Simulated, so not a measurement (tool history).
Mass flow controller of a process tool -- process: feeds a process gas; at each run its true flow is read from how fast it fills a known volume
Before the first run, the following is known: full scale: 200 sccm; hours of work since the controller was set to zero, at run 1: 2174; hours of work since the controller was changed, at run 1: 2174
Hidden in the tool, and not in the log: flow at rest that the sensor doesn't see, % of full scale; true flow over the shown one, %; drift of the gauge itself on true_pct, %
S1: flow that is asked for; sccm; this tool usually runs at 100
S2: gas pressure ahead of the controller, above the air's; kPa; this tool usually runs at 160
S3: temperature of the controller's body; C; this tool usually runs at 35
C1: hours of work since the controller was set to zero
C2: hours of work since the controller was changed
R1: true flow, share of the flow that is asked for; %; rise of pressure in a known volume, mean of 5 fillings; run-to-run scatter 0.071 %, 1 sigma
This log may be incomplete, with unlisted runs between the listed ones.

Run 1, hour 0.0: usual settings; C1 2174; C2 2174. Result: R1 101.82 %.
Run 2, hour 55.8: usual settings; C1 2198; C2 2198. Result: R1 101.79 %.
Run 3, hour 154.5: usual settings but S3 20 C; C1 2240; C2 2240. Result: R1 101.18 %.
Run 4, hour 210.3: usual settings but S3 20 C; C1 2264; C2 2264. Result: R1 101.14 %.
Run 5, hour 280.1: usual settings but S1 34 sccm; C1 2294; C2 2294. Result: R1 103.80 %.
Run 6, hour 366.1: usual settings but S1 34 sccm; C1 2331; C2 2331. Result: R1 104.05 %.
Run 7, hour 481.0: usual settings; C1 2380; C2 2380. Result: R1 101.91 %.
Run 8, hour 604.4: usual settings but S2 192 kPa; C1 2433; C2 2433. Result: R1 102.12 %.
Run 9, hour 704.4: usual settings but S1 45 sccm; C1 2476; C2 2476. Result: R1 103.43 %.
Run 10, hour 831.0: usual settings but S1 45 sccm; C1 2531; C2 2531. Result: R1 103.57 %.
Run 11, hour 936.0: usual settings but S1 45 sccm, S2 173 kPa; C1 2576; C2 2576. Result: R1 103.67 %.
Run 12, hour 1066.0: usual settings but S2 211 kPa; C1 2632; C2 2632. Result: R1 102.49 %.
Run 13, hour 1158.1: usual settings but S2 211 kPa; C1 2671; C2 2671. Result: R1 102.63 %.
Run 14, hour 1218.8: usual settings but S2 211 kPa; C1 2697; C2 2697. Result: R1 102.54 %.
Run 15, hour 1305.9: usual settings but S2 238 kPa; C1 2734; C2 2734. Result: R1 102.80 %.
Run 16, hour 1403.0: usual settings but S2 271 kPa; C1 2776; C2 2776. Result: R1 103.22 %.
Run 17, hour 1489.9: usual settings but S2 271 kPa; C1 2813; C2 2813. Result: R1 103.14 %.
Run 18, hour 1600.5: usual settings but S2 271 kPa; C1 2861; C2 2861. Result: R1 103.08 %.
Run 19, hour 1707.0: usual settings but S1 27 sccm, S2 279 kPa, S3 34 C; C1 2907; C2 2907. Result: R1 106.94 %.
Run 20, hour 1807.8: usual settings but S1 104 sccm, S2 228 kPa, S3 30 C; C1 2950; C2 2950. Result: R1 102.75 %.
Run 21, hour 1921.7: usual settings but S1 190 sccm, S2 228 kPa, S3 30 C; C1 2999; C2 2999. Result: R1 102.53 %.
Run 22, hour 1979.2: usual settings but S1 36 sccm, S2 221 kPa, S3 28 C; C1 3023; C2 3023. Result: R1 105.13 %.
Run 23, hour 2038.1: usual settings but S1 72 sccm, S2 177 kPa, S3 38 C; C1 3049; C2 3049. Result: R1 103.29 %.
Run 24, hour 2153.5: usual settings but S1 72 sccm, S2 177 kPa, S3 38 C; C1 3098; C2 3098. Result: R1 103.27 %.
Run 25, hour 2254.0: usual settings but S1 89 sccm, S2 193 kPa, S3 20 C; C1 3141; C2 3141. Result: R1 102.46 %.
Run 26, hour 2340.5: usual settings but S1 151 sccm, S2 146 kPa, S3 26 C; C1 3179; C2 3179. Result: R1 101.89 %.
Run 27, hour 2400.8: usual settings but S2 189 kPa, S3 26 C; C1 3204; C2 3204. Result: R1 102.50 %.
Run 28, hour 2455.2: usual settings but S2 189 kPa, S3 26 C; C1 3228; C2 3228. Result: R1 102.47 %.
Run 29, hour 2543.4: usual settings but S2 189 kPa, S3 26 C; C1 3266; C2 3266. Result: R1 102.55 %.
Run 30, hour 2604.4: usual settings but S1 26 sccm, S2 154 kPa, S3 27 C; C1 3292; C2 3292. Result: R1 106.82 %.
Run 31, hour 2661.8: usual settings but S1 26 sccm, S2 154 kPa, S3 32 C; C1 3316; C2 3316. Result: R1 106.96 %.
Run 32, hour 2778.0: usual settings but S1 26 sccm, S2 154 kPa, S3 32 C; C1 3366; C2 3366. Result: R1 107.27 %.
Run 33, hour 2862.3: usual settings but S1 98 sccm, S2 184 kPa, S3 32 C; C1 3402; C2 3402. Result: R1 102.92 %.
Run 34, hour 2990.5: usual settings but S1 156 sccm, S2 184 kPa, S3 24 C; C1 3457; C2 3457. Result: R1 102.29 %.
Run 35, hour 3077.4: usual settings but S1 22 sccm, S2 260 kPa, S3 30 C; C1 3495; C2 3495. Result: R1 109.39 %.
Run 36, hour 3160.8: usual settings but S1 29 sccm, S2 273 kPa, S3 21 C; C1 3531; C2 3531. Result: R1 107.29 %.

Forecast each of these 4 alternatives for the next run:
Run A, hour 3287.7: usual settings but S1 50 sccm, S2 260 kPa, S3 21 C; C1 3585; C2 3585. Result: R1 ?.
Run B, hour 3287.7: usual settings but S1 86 sccm; C1 3585; C2 3585. Result: R1 ?.
Run C, hour 3287.7: usual settings but S1 26 sccm, S2 262 kPa, S3 21 C; C1 3585; C2 3585. Result: R1 ?.
Run D, hour 3287.7: usual settings but S1 178 sccm, S3 24 C; C1 3585; C2 3585. Result: R1 ?.

run      R1
  A  104.84
  B  103.08
  C  108.02
  D  102.07
The same runs, with their run-to-run variation unchanged, on a tool lacking any hidden condition would have given:
run     R1
  A  99.70
  B  99.48
  C  99.48
  D  99.57
